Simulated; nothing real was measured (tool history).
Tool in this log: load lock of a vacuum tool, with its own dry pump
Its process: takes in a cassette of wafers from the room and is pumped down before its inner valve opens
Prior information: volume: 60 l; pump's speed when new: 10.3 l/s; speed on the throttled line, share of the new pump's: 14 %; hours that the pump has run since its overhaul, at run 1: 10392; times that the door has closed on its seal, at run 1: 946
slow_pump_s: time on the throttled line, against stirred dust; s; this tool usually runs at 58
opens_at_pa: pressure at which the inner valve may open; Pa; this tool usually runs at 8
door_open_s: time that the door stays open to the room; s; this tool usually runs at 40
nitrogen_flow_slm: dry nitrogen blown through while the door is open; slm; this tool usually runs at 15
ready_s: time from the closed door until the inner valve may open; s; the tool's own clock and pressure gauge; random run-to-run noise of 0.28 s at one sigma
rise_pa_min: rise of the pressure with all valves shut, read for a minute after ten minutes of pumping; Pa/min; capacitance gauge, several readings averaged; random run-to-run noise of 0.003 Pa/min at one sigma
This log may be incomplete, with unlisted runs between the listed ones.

run	day	slow_pump_s	opens_at_pa	door_open_s	nitrogen_flow_slm	hours that the pump has run since its overhaul	times that the door has closed on its seal	incoming humidity of the room's air, %	ready_s	rise_pa_min
1	0.000	58	8	40	15	10392	946	43.0	105.6	0.035
2	15.842	58	8	40	15	10773	1460	46.6	105.6	0.035
3	25.542	58	8	40	15	11005	1776	45.0	105.1	0.023
4	40.592	58	8	40	15	11367	2265	49.5	105.2	0.033
5	54.788	58	9	40	15	11707	2726	47.2	104.7	0.030
6	72.662	58	9	40	15	12136	3307	44.3	104.9	0.029
7	90.446	58	9	40	15	12563	3885	44.5	104.5	0.024
8	108.146	58	9	40	15	12988	4460	45.4	105.3	0.028
9	127.200	58	8	33	15	13445	5080	41.8	105.8	0.031
10	141.854	58	9	40	31	13797	5556	40.7	105.1	0.020
11	159.279	58	9	40	31	14215	6122	47.9	104.8	0.028
12	174.908	58	11	121	26	14590	6630	44.4	103.1	0.039
13	187.033	94	15	40	15	14881	7024	44.2	132.2	0.028
14	195.704	61	12	40	42	15089	7306	47.8	104.7	0.017
15	204.712	61	12	40	42	15305	7599	44.4	105.8	0.017
16	219.442	58	13	40	4	15659	8077	44.5	102.2	0.045
17	230.508	58	13	66	15	15925	8437	44.3	102.8	0.037
18	249.738	47	8	185	13	16386	9062	44.4	95.8	0.056

Consider 3 possible next runs. They are alternatives, not a sequence: every one starts from the tool as it was left by run 18. What does each give?
A	259.246	47	8	52	41	16614	9371	48.4	?	?
B	259.246	47	16	27	19	16614	9371	46.3	?	?
C	259.246	66	8	185	14	16614	9371	44.8	?	?

run	ready_s	rise_pa_min
A	96.0	0.018
B	91.6	0.028
C	112.2	0.052
With no hidden state in the tool, these same runs would have given:
run	ready_s	rise_pa_min
A	95.9	0.018
B	91.6	0.028
C	112.2	0.052
